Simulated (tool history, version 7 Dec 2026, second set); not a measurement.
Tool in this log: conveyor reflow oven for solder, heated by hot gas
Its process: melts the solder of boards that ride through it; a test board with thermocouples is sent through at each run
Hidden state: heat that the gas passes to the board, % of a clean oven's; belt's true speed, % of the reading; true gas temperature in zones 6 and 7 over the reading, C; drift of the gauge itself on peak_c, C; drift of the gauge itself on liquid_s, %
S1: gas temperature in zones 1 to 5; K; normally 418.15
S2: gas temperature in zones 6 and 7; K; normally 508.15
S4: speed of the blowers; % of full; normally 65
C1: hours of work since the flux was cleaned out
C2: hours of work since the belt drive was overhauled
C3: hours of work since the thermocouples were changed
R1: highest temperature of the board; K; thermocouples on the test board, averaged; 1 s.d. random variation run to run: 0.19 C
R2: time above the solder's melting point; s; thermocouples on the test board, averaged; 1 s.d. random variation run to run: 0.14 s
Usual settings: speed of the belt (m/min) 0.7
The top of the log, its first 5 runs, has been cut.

run 6 hour=206.1 | S1=418.15 S2=503.15 speed_of_the_belt_(m/min)=0.7 S4=65 | C1=472 C2=216 C3=898 | R1=482.15 R2=40
-- hour=247 flux residue cleaned out of gas plates and filters
run 7 hour=275.8 | S1=418.15 S2=508.15 speed_of_the_belt_(m/min)=0.7 S4=65 | C1=14 C2=247 C3=930 | R1=490.35 R2=46.7
run 8 hour=337 | S1=418.15 S2=508.15 speed_of_the_belt_(m/min)=0.7 S4=65 | C1=43 C2=276 C3=959 | R1=490.05 R2=46.4
run 9 hour=364.1 | S1=418.15 S2=508.15 speed_of_the_belt_(m/min)=0.7 S4=65 | C1=57 C2=290 C3=972 | R1=490.25 R2=46.5
run 10 hour=412.4 | S1=418.15 S2=508.15 speed_of_the_belt_(m/min)=0.809 S4=65 | C1=80 C2=313 C3=995 | R1=484.75 R2=36
run 11 hour=474.3 | S1=433.15 S2=508.15 speed_of_the_belt_(m/min)=0.7 S4=65 | C1=110 C2=343 C3=1025 | R1=492.85 R2=53.8
run 12 hour=501.5 | S1=433.15 S2=508.15 speed_of_the_belt_(m/min)=0.7 S4=65 | C1=123 C2=356 C3=1038 | R1=492.95 R2=53.6
run 13 hour=563 | S1=418.15 S2=508.15 speed_of_the_belt_(m/min)=0.7 S4=65 | C1=153 C2=386 C3=1068 | R1=489.35 R2=45.9
-- hour=624.4 thermocouples of zones 6 and 7 changed
run 14 hour=627.9 | S1=418.15 S2=508.15 speed_of_the_belt_(m/min)=0.7 S4=65 | C1=183 C2=416 C3=2 | R1=488.75 R2=45.5
run 15 hour=668.3 | S1=418.15 S2=498.15 speed_of_the_belt_(m/min)=0.7 S4=65 | C1=202 C2=435 C3=21 | R1=480.15 R2=39.4
run 16 hour=723.2 | S1=410.15 S2=508.15 speed_of_the_belt_(m/min)=0.593 S4=65 | C1=229 C2=462 C3=48 | R1=491.85 R2=54.3
run 17 hour=787.9 | S1=410.15 S2=516.15 speed_of_the_belt_(m/min)=0.593 S4=82 | C1=260 C2=493 C3=79 | R1=501.05 R2=60.3
run 18 hour=852.1 | S1=409.15 S2=508.15 speed_of_the_belt_(m/min)=0.78 S4=65 | C1=291 C2=524 C3=110 | R1=481.25 R2=32.7
-- hour=859.8 belt drive overhauled, speed set with a stopwatch
run 19 hour=913.2 | S1=409.15 S2=508.15 speed_of_the_belt_(m/min)=0.78 S4=65 | C1=319 C2=26 C3=138 | R1=481.05 R2=32.9
run 20 hour=964 | S1=430.15 S2=508.15 speed_of_the_belt_(m/min)=0.78 S4=65 | C1=343 C2=50 C3=162 | R1=486.45 R2=43.2
run 21 hour=1022.7 | S1=430.15 S2=508.15 speed_of_the_belt_(m/min)=0.78 S4=65 | C1=372 C2=79 C3=190 | R1=486.15 R2=43.1
run 22 hour=1069.5 | S1=419.15 S2=508.15 speed_of_the_belt_(m/min)=0.78 S4=66 | C1=394 C2=101 C3=213 | R1=483.25 R2=36.9
-- hour=1115.1 belt drive overhauled, speed set with a stopwatch, once more
run 23 hour=1123.8 | S1=419.15 S2=508.15 speed_of_the_belt_(m/min)=0.78 S4=66 | C1=419 C2=4 C3=237 | R1=481.95 R2=35.3

For run 24, what comes out?
run 24 hour=1173.7 | S1=419.15 S2=508.15 speed_of_the_belt_(m/min)=0.78 S4=66 | C1=443 C2=28 C3=261 | R1=? R2=?

R1: 482.05 K
R2: 35.1 s
Had the tool carried no hidden state, the very same run would have given R1 486.85 K, R2 39.3 s.
